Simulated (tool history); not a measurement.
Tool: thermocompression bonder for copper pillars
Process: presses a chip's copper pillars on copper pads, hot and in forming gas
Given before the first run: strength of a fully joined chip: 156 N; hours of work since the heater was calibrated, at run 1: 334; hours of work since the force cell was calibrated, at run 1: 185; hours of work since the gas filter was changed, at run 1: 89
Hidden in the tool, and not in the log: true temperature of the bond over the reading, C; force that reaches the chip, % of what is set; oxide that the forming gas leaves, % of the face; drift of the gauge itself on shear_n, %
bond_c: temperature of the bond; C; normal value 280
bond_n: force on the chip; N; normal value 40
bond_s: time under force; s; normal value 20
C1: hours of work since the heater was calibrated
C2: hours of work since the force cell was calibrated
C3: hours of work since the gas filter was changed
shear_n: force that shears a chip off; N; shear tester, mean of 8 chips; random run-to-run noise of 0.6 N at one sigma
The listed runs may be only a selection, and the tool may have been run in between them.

{"run": 1, "day": 0.0, "bond_c": 280, "bond_n": 40, "bond_s": 20, "C1": 334, "C2": 185, "C3": 89, "shear_n": 98.6}
{"run": 2, "day": 0.467, "bond_c": 280, "bond_n": 40, "bond_s": 20, "C1": 339, "C2": 190, "C3": 94, "shear_n": 98.6}
{"run": 3, "day": 0.908, "bond_c": 280, "bond_n": 40, "bond_s": 20, "C1": 343, "C2": 195, "C3": 99, "shear_n": 98.2}
{"run": 4, "day": 1.308, "bond_c": 280, "bond_n": 40, "bond_s": 20, "C1": 347, "C2": 199, "C3": 103, "shear_n": 97.9}
{"run": 5, "day": 1.588, "bond_c": 280, "bond_n": 40, "bond_s": 20, "C1": 350, "C2": 202, "C3": 106, "shear_n": 97}
{"run": 6, "day": 2.146, "bond_c": 280, "bond_n": 40, "bond_s": 20, "C1": 356, "C2": 208, "C3": 112, "shear_n": 98.6}
{"run": 7, "day": 2.679, "bond_c": 280, "bond_n": 26, "bond_s": 20, "C1": 362, "C2": 214, "C3": 118, "shear_n": 68.3}
{"run": 8, "day": 2.925, "bond_c": 280, "bond_n": 26, "bond_s": 20, "C1": 365, "C2": 216, "C3": 120, "shear_n": 68.2}
{"run": 9, "day": 3.242, "bond_c": 280, "bond_n": 26, "bond_s": 20, "C1": 368, "C2": 220, "C3": 124, "shear_n": 68.2}
{"run": 10, "day": 3.517, "bond_c": 280, "bond_n": 26, "bond_s": 20, "C1": 371, "C2": 223, "C3": 127, "shear_n": 68.6}
{"run": 11, "day": 3.946, "bond_c": 280, "bond_n": 26, "bond_s": 20, "C1": 376, "C2": 227, "C3": 131, "shear_n": 67.1}
{"run": 12, "day": 4.412, "bond_c": 299, "bond_n": 40, "bond_s": 20, "C1": 381, "C2": 232, "C3": 136, "shear_n": 115.9}
{"run": 13, "day": 4.683, "bond_c": 299, "bond_n": 56, "bond_s": 20, "C1": 384, "C2": 235, "C3": 139, "shear_n": 137.3}
{"run": 14, "day": 5.05, "bond_c": 299, "bond_n": 56, "bond_s": 20, "C1": 387, "C2": 239, "C3": 143, "shear_n": 137.6}
{"day": 5.379, "done": "forming gas filter changed"}
{"run": 15, "day": 5.404, "bond_c": 255, "bond_n": 48, "bond_s": 46, "C1": 391, "C2": 243, "C3": 0, "shear_n": 107.9}
{"run": 16, "day": 5.662, "bond_c": 255, "bond_n": 48, "bond_s": 46, "C1": 394, "C2": 245, "C3": 3, "shear_n": 108.5}
{"run": 17, "day": 6.004, "bond_c": 310, "bond_n": 57, "bond_s": 46, "C1": 397, "C2": 249, "C3": 7, "shear_n": 152.5}
{"run": 18, "day": 6.292, "bond_c": 250, "bond_n": 35, "bond_s": 12, "C1": 401, "C2": 252, "C3": 10, "shear_n": 47.6}
{"run": 19, "day": 6.612, "bond_c": 304, "bond_n": 54, "bond_s": 12, "C1": 404, "C2": 256, "C3": 13, "shear_n": 126.8}

Predict the results of run 20:
{"run": 20, "day": 6.85, "bond_c": 253, "bond_n": 52, "bond_s": 20, "C1": 407, "C2": 258, "C3": 16, "shear_n": "?"}

Logged for run 20: shear_n 88.5 N.
With the hidden condition absent and the run-to-run variation left alone, this run would have shown shear_n 88.5 N.

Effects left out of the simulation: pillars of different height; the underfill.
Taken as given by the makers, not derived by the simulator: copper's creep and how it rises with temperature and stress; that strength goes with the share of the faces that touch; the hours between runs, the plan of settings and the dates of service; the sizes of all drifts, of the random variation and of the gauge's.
